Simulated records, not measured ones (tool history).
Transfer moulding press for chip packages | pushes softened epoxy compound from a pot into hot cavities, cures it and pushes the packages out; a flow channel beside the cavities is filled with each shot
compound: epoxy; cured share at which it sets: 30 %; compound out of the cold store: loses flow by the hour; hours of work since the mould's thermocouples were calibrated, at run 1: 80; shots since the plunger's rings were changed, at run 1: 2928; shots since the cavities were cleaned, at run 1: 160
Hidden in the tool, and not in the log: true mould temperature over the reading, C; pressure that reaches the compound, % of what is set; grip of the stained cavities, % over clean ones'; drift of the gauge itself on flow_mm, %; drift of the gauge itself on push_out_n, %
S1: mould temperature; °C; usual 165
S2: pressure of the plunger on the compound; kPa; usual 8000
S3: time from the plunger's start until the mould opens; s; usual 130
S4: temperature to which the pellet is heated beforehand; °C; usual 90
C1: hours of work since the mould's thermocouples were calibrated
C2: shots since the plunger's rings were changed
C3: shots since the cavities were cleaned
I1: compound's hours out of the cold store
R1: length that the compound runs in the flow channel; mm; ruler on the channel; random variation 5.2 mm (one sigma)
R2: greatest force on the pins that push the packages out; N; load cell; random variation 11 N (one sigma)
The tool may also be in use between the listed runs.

| run | hour | S1 | S2 | S3 | S4 | C1 | C2 | C3 | I1 | R1 | R2 |
|---|---|---|---|---|---|---|---|---|---|---|---|
| 1 | 0.0 | 165 | 8000 | 130 | 90 | 80 | 2928 | 160 | 40.0 | 458 | 580 |
| 2 | 10.2 | 165 | 8000 | 130 | 90 | 84 | 2995 | 227 | 46.6 | 446 | 602 |
| 3 | 21.5 | 165 | 8000 | 130 | 90 | 90 | 3069 | 301 | 39.9 | 461 | 657 |
| 4 | 29.4 | 165 | 8000 | 130 | 90 | 93 | 3121 | 353 | 45.6 | 451 | 656 |
| 5 | 39.1 | 165 | 8000 | 130 | 100 | 98 | 3185 | 417 | 43.7 | 451 | 670 |
| 6 | 50.0 | 165 | 8000 | 130 | 100 | 103 | 3256 | 488 | 35.5 | 462 | 728 |
| 7 | 58.0 | 165 | 8000 | 130 | 90 | 107 | 3309 | 541 | 18.7 | 500 | 739 |
| 8 | 68.3 | 165 | 8000 | 130 | 90 | 111 | 3376 | 608 | 42.1 | 449 | 730 |
| 9 | 76.3 | 165 | 8000 | 130 | 90 | 115 | 3429 | 661 | 43.0 | 449 | 735 |
|  | 81.4 | cavities cleaned with cleaning compound and waxed |
| 10 | 86.6 | 165 | 8000 | 130 | 90 | 119 | 3487 | 35 | 25.8 | 476 | 915 |
| 11 | 93.3 | 164 | 8000 | 130 | 90 | 122 | 3531 | 79 | 36.4 | 466 | 928 |
| 12 | 104.3 | 164 | 8000 | 130 | 90 | 127 | 3602 | 150 | 16.7 | 508 | 971 |
| 13 | 115.0 | 164 | 8000 | 130 | 90 | 132 | 3673 | 221 | 44.0 | 456 | 913 |
| 14 | 123.6 | 164 | 8000 | 130 | 90 | 136 | 3730 | 278 | 32.9 | 467 | 971 |
| 15 | 130.1 | 165 | 8850 | 130 | 91 | 139 | 3772 | 320 | 13.8 | 539 | 944 |
|  | 139.3 | cavities cleaned with cleaning compound and waxed, once more |
| 16 | 140.8 | 165 | 8000 | 121 | 96 | 144 | 3833 | 10 | 22.9 | 487 | 607 |
| 17 | 152.7 | 165 | 8000 | 121 | 96 | 149 | 3910 | 87 | 17.8 | 505 | 679 |
| 18 | 164.7 | 157 | 8000 | 159 | 99 | 155 | 3989 | 166 | 24.4 | 491 | 680 |
| 19 | 175.4 | 163 | 8000 | 159 | 99 | 159 | 4059 | 236 | 8.3 | 514 | 558 |
| 20 | 183.7 | 164 | 6020 | 130 | 90 | 163 | 4114 | 291 | 23.1 | 418 | 715 |
| 21 | 191.9 | 163 | 6020 | 130 | 90 | 167 | 4168 | 345 | 41.8 | 392 | 785 |
| 22 | 201.0 | 163 | 6020 | 130 | 90 | 171 | 4228 | 405 | 32.4 | 412 | 795 |
| 23 | 207.5 | 163 | 6020 | 130 | 90 | 174 | 4270 | 447 | 39.9 | 398 | 817 |
| 24 | 214.2 | 163 | 8830 | 123 | 98 | 177 | 4314 | 491 | 42.2 | 453 | 859 |
| 25 | 225.3 | 163 | 8330 | 130 | 90 | 183 | 4387 | 564 | 24.5 | 488 | 838 |
| 26 | 230.4 | 165 | 8000 | 112 | 90 | 185 | 4420 | 597 | 44.7 | 443 | 992 |
| 27 | 240.3 | 165 | 8000 | 132 | 91 | 189 | 4485 | 662 | 8.8 | 516 | 781 |
|  | 245.5 | cavities cleaned with cleaning compound and waxed |
| 28 | 248.9 | 165 | 8000 | 132 | 91 | 193 | 4532 | 22 | 19.0 | 489 | 530 |

Some steps in R1 between neighbouring runs. How much of each would the tool show without its hidden state too (settings, what came in, random variation), and how much is left for the hidden state, with any gauge scatter that isn't in both results?
Run 19 -> 20: S1 163 -> 164, S2 8000 -> 6020, S3 159 -> 130, S4 99 -> 90. R1 -96 mm: hidden state +7, all else -103.
Run 26 -> 27: S3 112 -> 132, S4 90 -> 91. R1 +73 mm: hidden state -7, all else +80.
